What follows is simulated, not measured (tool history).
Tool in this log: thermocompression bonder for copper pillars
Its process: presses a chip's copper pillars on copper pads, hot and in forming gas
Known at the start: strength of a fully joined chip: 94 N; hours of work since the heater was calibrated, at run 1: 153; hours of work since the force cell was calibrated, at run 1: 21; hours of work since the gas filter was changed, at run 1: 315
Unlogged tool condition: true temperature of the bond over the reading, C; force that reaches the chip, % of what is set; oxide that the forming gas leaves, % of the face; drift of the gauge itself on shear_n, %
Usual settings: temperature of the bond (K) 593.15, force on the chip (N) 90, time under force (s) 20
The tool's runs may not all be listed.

run   hour  temperature of the bond (K)  force on the chip (N)  time under force (s)  hours of work since the heater was calibrated  hours of work since the force cell was calibrated  hours of work since the gas filter was changed  force that shears a chip off (N)
  1      0                       593.15                     90                    20                                            153                                                 21                                             315                                34
  2   39.1                       593.15                    114                    20                                            172                                                 40                                             334                              39.2
  3   68.8                       593.15                    114                    20                                            187                                                 54                                             349                              39.2
  4   95.9                       593.15                    114                    20                                            200                                                 68                                             362                              39.2
     106.4  -- forming gas filter changed
  5  118.1                       593.15                    114                    20                                            211                                                 78                                               6                              42.4
  6    136                       593.15                    114                    20                                            219                                                 87                                              14                              43.2
  7  169.9                       593.15                    114                    20                                            236                                                103                                              31                              42.8
  8  194.4                       594.15                     90                    20                                            248                                                115                                              43                              36.4
  9  216.9                       594.15                     90                    20                                            259                                                126                                              54                              36.4
 10  243.4                       594.15                     90                    20                                            272                                                139                                              67                              36.4
 11  270.4                       593.15                     90                    20                                            285                                                152                                              80                              35.8
 12  308.2                       593.15                     90                    20                                            303                                                171                                              98                              36.2
 13  344.4                       593.15                     90                    20                                            321                                                188                                             116                              35.8
 14  375.6                       593.15                     90                    20                                            336                                                203                                             131                              35.5
 15  392.7                       593.15                    100                    20                                            344                                                212                                             139                              39.2
 16  424.3                       578.15                    100                    26                                            360                                                227                                             155                              37.8
 17  445.5                       578.15                    100                    26                                            370                                                238                                             165                              37.6
 18  483.9                       578.15                    100                    26                                            389                                                256                                             184                              37.2
 19  507.2                       578.15                    100                    26                                            400                                                268                                             195                              37.1
 20  527.8                       612.15                     94                    33                                            410                                                278                                             205                                49
 21  552.9                       577.15                     91                    10                                            422                                                290                                             217                              23.2
 22    571                       576.15                     63                    20                                            431                                                299                                             226                              23.6
 23  591.5                       576.15                     69                    10                                            441                                                309                                             236                              18.3
 24  608.4                       588.15                     90                    14                                            449                                                317                                             244                              28.9

Branching from run 24: 5 alternative next runs. What would each branch give?
  A  645.7                       622.15                     61                    20                                            468                                                335                                             263                                 ?
  B  645.7                       593.15                     90                    31                                            468                                                335                                             263                                 ?
  C  645.7                       593.15                    120                    20                                            468                                                335                                             263                                 ?
  D  645.7                       611.15                    104                    28                                            468                                                335                                             263                                 ?
  E  645.7                       593.15                     99                    59                                            468                                                335                                             263                                 ?

run  force that shears a chip off (N)
  A                              33.2
  B                              40.8
  C                              41.9
  D                                48
  E                              53.3
Stripped of hidden state, with their random variation kept, the same runs would have yielded:
run  force that shears a chip off (N)
  A                              34.4
  B                              42.2
  C                              43.3
  D                                50
  E                              55.4

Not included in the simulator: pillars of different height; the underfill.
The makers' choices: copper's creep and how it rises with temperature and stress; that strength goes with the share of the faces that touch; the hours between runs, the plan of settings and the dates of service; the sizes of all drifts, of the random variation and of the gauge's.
